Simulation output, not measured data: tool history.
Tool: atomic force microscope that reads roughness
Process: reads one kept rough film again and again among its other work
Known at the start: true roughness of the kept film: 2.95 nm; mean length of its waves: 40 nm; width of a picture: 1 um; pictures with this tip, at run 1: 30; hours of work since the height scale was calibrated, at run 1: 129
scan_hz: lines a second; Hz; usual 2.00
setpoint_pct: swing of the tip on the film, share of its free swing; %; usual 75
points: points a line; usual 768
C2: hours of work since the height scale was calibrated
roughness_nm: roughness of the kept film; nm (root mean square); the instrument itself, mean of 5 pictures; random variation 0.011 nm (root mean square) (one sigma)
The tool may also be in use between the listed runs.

run 1 hour=0.0 | scan_hz=2.00 setpoint_pct=75 points=768 | pictures_with_this_tip=30 C2=129 | roughness_nm=2.544
run 2 hour=6.3 | scan_hz=2.00 setpoint_pct=79 points=768 | pictures_with_this_tip=46 C2=133 | roughness_nm=2.464
run 3 hour=13.7 | scan_hz=2.00 setpoint_pct=79 points=768 | pictures_with_this_tip=64 C2=138 | roughness_nm=2.468
run 4 hour=19.9 | scan_hz=2.00 setpoint_pct=79 points=768 | pictures_with_this_tip=79 C2=142 | roughness_nm=2.424
run 5 hour=30.3 | scan_hz=2.00 setpoint_pct=79 points=768 | pictures_with_this_tip=104 C2=150 | roughness_nm=2.404
run 6 hour=37.5 | scan_hz=2.00 setpoint_pct=79 points=768 | pictures_with_this_tip=121 C2=155 | roughness_nm=2.402
run 7 hour=46.0 | scan_hz=2.00 setpoint_pct=79 points=768 | pictures_with_this_tip=142 C2=161 | roughness_nm=2.360
run 8 hour=52.4 | scan_hz=2.00 setpoint_pct=79 points=768 | pictures_with_this_tip=157 C2=165 | roughness_nm=2.328
run 9 hour=62.5 | scan_hz=2.00 setpoint_pct=75 points=768 | pictures_with_this_tip=182 C2=172 | roughness_nm=2.363
run 10 hour=71.6 | scan_hz=2.00 setpoint_pct=75 points=768 | pictures_with_this_tip=204 C2=178 | roughness_nm=2.348
run 11 hour=80.7 | scan_hz=2.00 setpoint_pct=75 points=768 | pictures_with_this_tip=226 C2=185 | roughness_nm=2.304
run 12 hour=91.2 | scan_hz=2.00 setpoint_pct=75 points=768 | pictures_with_this_tip=251 C2=192 | roughness_nm=2.288
-- hour=94.6 new tip fitted
run 13 hour=97.5 | scan_hz=2.00 setpoint_pct=75 points=768 | pictures_with_this_tip=7 C2=196 | roughness_nm=2.574
run 14 hour=106.8 | scan_hz=2.00 setpoint_pct=69 points=768 | pictures_with_this_tip=30 C2=202 | roughness_nm=2.588
run 15 hour=116.3 | scan_hz=2.00 setpoint_pct=69 points=768 | pictures_with_this_tip=53 C2=209 | roughness_nm=2.555
run 16 hour=125.3 | scan_hz=2.00 setpoint_pct=87 points=768 | pictures_with_this_tip=75 C2=215 | roughness_nm=2.336
run 17 hour=130.4 | scan_hz=2.00 setpoint_pct=75 points=286 | pictures_with_this_tip=87 C2=219 | roughness_nm=2.454
run 18 hour=137.8 | scan_hz=2.00 setpoint_pct=75 points=292 | pictures_with_this_tip=105 C2=224 | roughness_nm=2.435
run 19 hour=145.0 | scan_hz=2.70 setpoint_pct=60 points=533 | pictures_with_this_tip=122 C2=229 | roughness_nm=2.518
run 20 hour=149.6 | scan_hz=0.54 setpoint_pct=75 points=704 | pictures_with_this_tip=133 C2=232 | roughness_nm=2.575
run 21 hour=156.7 | scan_hz=0.54 setpoint_pct=75 points=704 | pictures_with_this_tip=150 C2=237 | roughness_nm=2.533
run 22 hour=163.7 | scan_hz=0.54 setpoint_pct=75 points=704 | pictures_with_this_tip=167 C2=242 | roughness_nm=2.510
run 23 hour=171.5 | scan_hz=0.91 setpoint_pct=75 points=319 | pictures_with_this_tip=186 C2=247 | roughness_nm=2.435
run 24 hour=181.2 | scan_hz=2.23 setpoint_pct=84 points=264 | pictures_with_this_tip=210 C2=254 | roughness_nm=2.185
run 25 hour=185.7 | scan_hz=0.59 setpoint_pct=88 points=264 | pictures_with_this_tip=221 C2=257 | roughness_nm=2.395
run 26 hour=190.2 | scan_hz=2.23 setpoint_pct=83 points=471 | pictures_with_this_tip=231 C2=260 | roughness_nm=2.192
run 27 hour=199.4 | scan_hz=1.63 setpoint_pct=85 points=768 | pictures_with_this_tip=254 C2=267 | roughness_nm=2.232
-- hour=202.0 new tip fitted
run 28 hour=209.8 | scan_hz=2.94 setpoint_pct=74 points=768 | pictures_with_this_tip=19 C2=274 | roughness_nm=2.477
run 29 hour=216.2 | scan_hz=0.98 setpoint_pct=87 points=438 | pictures_with_this_tip=34 C2=278 | roughness_nm=2.547
run 30 hour=222.4 | scan_hz=1.45 setpoint_pct=85 points=438 | pictures_with_this_tip=49 C2=282 | roughness_nm=2.478
run 31 hour=226.9 | scan_hz=1.19 setpoint_pct=68 points=514 | pictures_with_this_tip=60 C2=286 | roughness_nm=2.641
run 32 hour=237.0 | scan_hz=1.15 setpoint_pct=61 points=670 | pictures_with_this_tip=85 C2=293 | roughness_nm=2.635
run 33 hour=243.0 | scan_hz=2.00 setpoint_pct=88 points=346 | pictures_with_this_tip=99 C2=297 | roughness_nm=2.296
run 34 hour=248.4 | scan_hz=2.00 setpoint_pct=88 points=346 | pictures_with_this_tip=112 C2=300 | roughness_nm=2.259
run 35 hour=257.0 | scan_hz=2.00 setpoint_pct=88 points=346 | pictures_with_this_tip=133 C2=306 | roughness_nm=2.244

The same runs without the tool's hidden state, with the same run-to-run variation:
The hidden state here: radius of the tip, nm; height scale over the true one, %; drift of the gauge itself on roughness_nm, %.
run=1 roughness_nm=2.587
run=2 roughness_nm=2.525
run=3 roughness_nm=2.551
run=4 roughness_nm=2.525
run=5 roughness_nm=2.535
run=6 roughness_nm=2.551
run=7 roughness_nm=2.531
run=8 roughness_nm=2.516
run=9 roughness_nm=2.584
run=10 roughness_nm=2.594
run=11 roughness_nm=2.571
run=12 roughness_nm=2.579
run=13 roughness_nm=2.589
run=14 roughness_nm=2.632
run=15 roughness_nm=2.630
run=16 roughness_nm=2.429
run=17 roughness_nm=2.568
run=18 roughness_nm=2.569
run=19 roughness_nm=2.678
run=20 roughness_nm=2.751
run=21 roughness_nm=2.728
run=22 roughness_nm=2.726
run=23 roughness_nm=2.667
run=24 roughness_nm=2.419
run=25 roughness_nm=2.664
run=26 roughness_nm=2.449
run=27 roughness_nm=2.518
run=28 roughness_nm=2.500
run=29 roughness_nm=2.589
run=30 roughness_nm=2.538
run=31 roughness_nm=2.719
run=32 roughness_nm=2.749
run=33 roughness_nm=2.411
run=34 roughness_nm=2.388
run=35 roughness_nm=2.396

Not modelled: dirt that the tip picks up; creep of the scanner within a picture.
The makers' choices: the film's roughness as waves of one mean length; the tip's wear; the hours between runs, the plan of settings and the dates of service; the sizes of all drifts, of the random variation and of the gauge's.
